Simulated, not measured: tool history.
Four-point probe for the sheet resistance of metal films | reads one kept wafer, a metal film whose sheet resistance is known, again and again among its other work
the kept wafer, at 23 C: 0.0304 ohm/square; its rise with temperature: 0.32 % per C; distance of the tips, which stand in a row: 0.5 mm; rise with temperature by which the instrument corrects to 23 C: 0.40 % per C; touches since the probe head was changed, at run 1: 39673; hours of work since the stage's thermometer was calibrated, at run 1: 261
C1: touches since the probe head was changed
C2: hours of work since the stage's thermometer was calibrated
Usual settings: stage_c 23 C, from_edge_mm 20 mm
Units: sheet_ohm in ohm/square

run 1 day=0.000 | stage_c=23 from_edge_mm=20 | C1=39673 C2=261 | sheet_ohm=0.030394
run 2 day=1.838 | stage_c=23 from_edge_mm=20 | C1=40881 C2=291 | sheet_ohm=0.030388
run 3 day=3.758 | stage_c=18 from_edge_mm=20 | C1=42146 C2=321 | sheet_ohm=0.030523
run 4 day=5.604 | stage_c=18 from_edge_mm=20 | C1=43357 C2=350 | sheet_ohm=0.030514
run 5 day=6.988 | stage_c=23 from_edge_mm=67 | C1=44267 C2=372 | sheet_ohm=0.030364
run 6 day=8.346 | stage_c=23 from_edge_mm=20 | C1=45162 C2=394 | sheet_ohm=0.030374
run 7 day=10.638 | stage_c=23 from_edge_mm=55 | C1=46669 C2=430 | sheet_ohm=0.030360
run 8 day=12.708 | stage_c=23 from_edge_mm=20 | C1=48029 C2=463 | sheet_ohm=0.030374
run 9 day=13.946 | stage_c=20 from_edge_mm=20 | C1=48844 C2=482 | sheet_ohm=0.030448
run 10 day=15.025 | stage_c=20 from_edge_mm=20 | C1=49554 C2=500 | sheet_ohm=0.030447
run 11 day=16.221 | stage_c=23 from_edge_mm=5 | C1=50340 C2=519 | sheet_ohm=0.030526
run 12 day=17.346 | stage_c=24 from_edge_mm=20 | C1=51081 C2=536 | sheet_ohm=0.030334
run 13 day=19.725 | stage_c=23 from_edge_mm=20 | C1=52646 C2=574 | sheet_ohm=0.030353
run 14 day=21.229 | stage_c=23 from_edge_mm=20 | C1=53635 C2=598 | sheet_ohm=0.030348
run 15 day=22.679 | stage_c=23 from_edge_mm=20 | C1=54588 C2=621 | sheet_ohm=0.030359
run 16 day=25.092 | stage_c=23 from_edge_mm=20 | C1=56174 C2=659 | sheet_ohm=0.030355
run 17 day=26.492 | stage_c=25 from_edge_mm=20 | C1=57096 C2=681 | sheet_ohm=0.030283
run 18 day=27.912 | stage_c=23 from_edge_mm=20 | C1=58029 C2=704 | sheet_ohm=0.030347
run 19 day=29.162 | stage_c=23 from_edge_mm=20 | C1=58853 C2=724 | sheet_ohm=0.030351
run 20 day=31.312 | stage_c=23 from_edge_mm=20 | C1=60267 C2=758 | sheet_ohm=0.030345
run 21 day=33.025 | stage_c=23 from_edge_mm=20 | C1=61393 C2=785 | sheet_ohm=0.030345
run 22 day=34.796 | stage_c=23 from_edge_mm=20 | C1=62557 C2=813 | sheet_ohm=0.030330
run 23 day=36.471 | stage_c=24 from_edge_mm=23 | C1=63658 C2=839 | sheet_ohm=0.030307
run 24 day=37.883 | stage_c=24 from_edge_mm=6 | C1=64588 C2=862 | sheet_ohm=0.030399
run 25 day=40.308 | stage_c=29 from_edge_mm=7 | C1=66183 C2=900 | sheet_ohm=0.030241
run 26 day=42.104 | stage_c=24 from_edge_mm=34 | C1=67363 C2=929 | sheet_ohm=0.030288
run 27 day=43.346 | stage_c=26 from_edge_mm=12 | C1=68180 C2=948 | sheet_ohm=0.030267
run 28 day=44.567 | stage_c=26 from_edge_mm=12 | C1=68983 C2=968 | sheet_ohm=0.030269
run 29 day=46.975 | stage_c=26 from_edge_mm=12 | C1=70566 C2=1006 | sheet_ohm=0.030266
run 30 day=48.200 | stage_c=22 from_edge_mm=9 | C1=71371 C2=1025 | sheet_ohm=0.030385
run 31 day=50.604 | stage_c=22 from_edge_mm=24 | C1=72955 C2=1063 | sheet_ohm=0.030324
run 32 day=52.917 | stage_c=22 from_edge_mm=24 | C1=74475 C2=1100 | sheet_ohm=0.030345
run 33 day=54.700 | stage_c=22 from_edge_mm=12 | C1=75648 C2=1128 | sheet_ohm=0.030339
run 34 day=56.817 | stage_c=22 from_edge_mm=12 | C1=77040 C2=1162 | sheet_ohm=0.030342
run 35 day=58.567 | stage_c=26 from_edge_mm=20 | C1=78191 C2=1190 | sheet_ohm=0.030226
run 36 day=60.304 | stage_c=26 from_edge_mm=4 | C1=79334 C2=1217 | sheet_ohm=0.030474
run 37 day=61.900 | stage_c=34 from_edge_mm=3 | C1=80382 C2=1242 | sheet_ohm=0.030461
run 38 day=64.288 | stage_c=28 from_edge_mm=26 | C1=81952 C2=1280 | sheet_ohm=0.030164
run 39 day=66.300 | stage_c=35 from_edge_mm=47 | C1=83275 C2=1312 | sheet_ohm=0.029989
run 40 day=68.796 | stage_c=18 from_edge_mm=6 | C1=84918 C2=1352 | sheet_ohm=0.030506
run 41 day=70.300 | stage_c=34 from_edge_mm=10 | C1=85908 C2=1376 | sheet_ohm=0.030048
run 42 day=72.262 | stage_c=34 from_edge_mm=10 | C1=87197 C2=1407 | sheet_ohm=0.030045
run 43 day=74.221 | stage_c=22 from_edge_mm=42 | C1=88486 C2=1438 | sheet_ohm=0.030282
run 44 day=76.683 | stage_c=22 from_edge_mm=42 | C1=90104 C2=1477 | sheet_ohm=0.030283

Hidden state or all else? Some run-to-run changes of sheet_ohm, split into what the settings, what came in and random variation would give without the hidden state, and what is left for the hidden state (with any gauge scatter that isn't in both results):
The hidden state here: inner tips' distance over the nominal, %; tips' flats over new ones', %; wafer's true temperature over the reading, C; drift of the gauge itself on sheet_ohm, %.
Run 12 -> 13: stage_c 24 -> 23. sheet_ohm +0.000019 ohm/square: hidden state -0.000004, all else +0.000023.
Run 37 -> 38: stage_c 34 -> 28, from_edge_mm 3 -> 26. sheet_ohm -0.000297 ohm/square: hidden state -0.000002, all else -0.000295.
Run 39 -> 40: stage_c 35 -> 18, from_edge_mm 47 -> 6. sheet_ohm +0.000517 ohm/square: hidden state -0.000008, all else +0.000525.
Run 40 -> 41: stage_c 18 -> 34, from_edge_mm 6 -> 10. sheet_ohm -0.000458 ohm/square: hidden state +0.000002, all else -0.000460.
Run 42 -> 43: stage_c 34 -> 22, from_edge_mm 10 -> 42. sheet_ohm +0.000237 ohm/square: hidden state -0.000006, all else +0.000243.

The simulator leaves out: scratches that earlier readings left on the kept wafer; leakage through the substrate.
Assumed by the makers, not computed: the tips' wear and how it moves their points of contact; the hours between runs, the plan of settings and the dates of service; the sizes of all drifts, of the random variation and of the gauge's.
